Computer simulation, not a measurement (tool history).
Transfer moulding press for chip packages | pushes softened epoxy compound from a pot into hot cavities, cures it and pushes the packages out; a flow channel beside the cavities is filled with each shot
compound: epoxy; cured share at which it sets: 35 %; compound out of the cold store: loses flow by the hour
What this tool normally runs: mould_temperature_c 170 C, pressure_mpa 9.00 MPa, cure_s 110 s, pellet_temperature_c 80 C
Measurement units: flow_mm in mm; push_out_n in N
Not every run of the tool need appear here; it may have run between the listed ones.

| run | day | mould_temperature_c | pressure_mpa | cure_s | pellet_temperature_c | incoming compound's hours out of the cold store | flow_mm | push_out_n |
|---|---|---|---|---|---|---|---|---|
| 1 | 0.000 | 170 | 9.00 | 110 | 80 | 18.2 | 583 | 555 |
| 2 | 3.621 | 170 | 9.00 | 110 | 80 | 17.3 | 571 | 551 |
|  | 4.046 | cavities cleaned with cleaning compound and waxed |
| 3 | 6.392 | 170 | 9.00 | 110 | 80 | 16.0 | 584 | 557 |
|  | 8.329 | cavities cleaned with cleaning compound and waxed |
| 4 | 8.733 | 170 | 9.00 | 110 | 80 | 43.0 | 520 | 541 |
| 5 | 11.038 | 167 | 9.00 | 110 | 80 | 34.6 | 555 | 640 |
|  | 12.525 | cavities cleaned with cleaning compound and waxed |
| 6 | 12.938 | 167 | 9.00 | 110 | 80 | 24.1 | 571 | 658 |
| 7 | 14.775 | 167 | 9.34 | 133 | 83 | 37.9 | 543 | 505 |
|  | 15.054 | plunger's sealing rings changed |
|  | 16.862 | cavities cleaned with cleaning compound and waxed |
| 8 | 17.354 | 167 | 9.34 | 133 | 83 | 36.8 | 551 | 489 |
|  | 21.075 | cavities cleaned with cleaning compound and waxed |
| 9 | 21.312 | 173 | 10.01 | 106 | 75 | 19.6 | 600 | 515 |
| 10 | 23.467 | 170 | 10.51 | 110 | 80 | 32.9 | 588 | 560 |

Predict each of these 5 candidate next runs independently; none follows another, all start after run 10:
|  | 25.346 | cavities cleaned with cleaning compound and waxed |
| A | 25.604 | 170 | 8.47 | 122 | 80 | 11.0 | ? | ? |
|  | 25.346 | cavities cleaned with cleaning compound and waxed |
| B | 25.604 | 165 | 9.97 | 99 | 80 | 30.7 | ? | ? |
|  | 25.346 | cavities cleaned with cleaning compound and waxed |
| C | 25.604 | 170 | 6.95 | 108 | 86 | 47.1 | ? | ? |
|  | 25.346 | cavities cleaned with cleaning compound and waxed |
| D | 25.604 | 164 | 9.00 | 110 | 80 | 41.7 | ? | ? |
|  | 25.346 | cavities cleaned with cleaning compound and waxed |
| E | 25.604 | 166 | 6.98 | 110 | 88 | 47.4 | ? | ? |

| run | flow_mm | push_out_n |
|---|---|---|
| A | 577 | 493 |
| B | 585 | 923 |
| C | 451 | 517 |
| D | 539 | 783 |
| E | 460 | 657 |
Take away the tool's hidden state, keep each run's random variation, and the runs would have read:
| run | flow_mm | push_out_n |
|---|---|---|
| A | 578 | 492 |
| B | 586 | 919 |
| C | 452 | 516 |
| D | 540 | 780 |
| E | 460 | 655 |
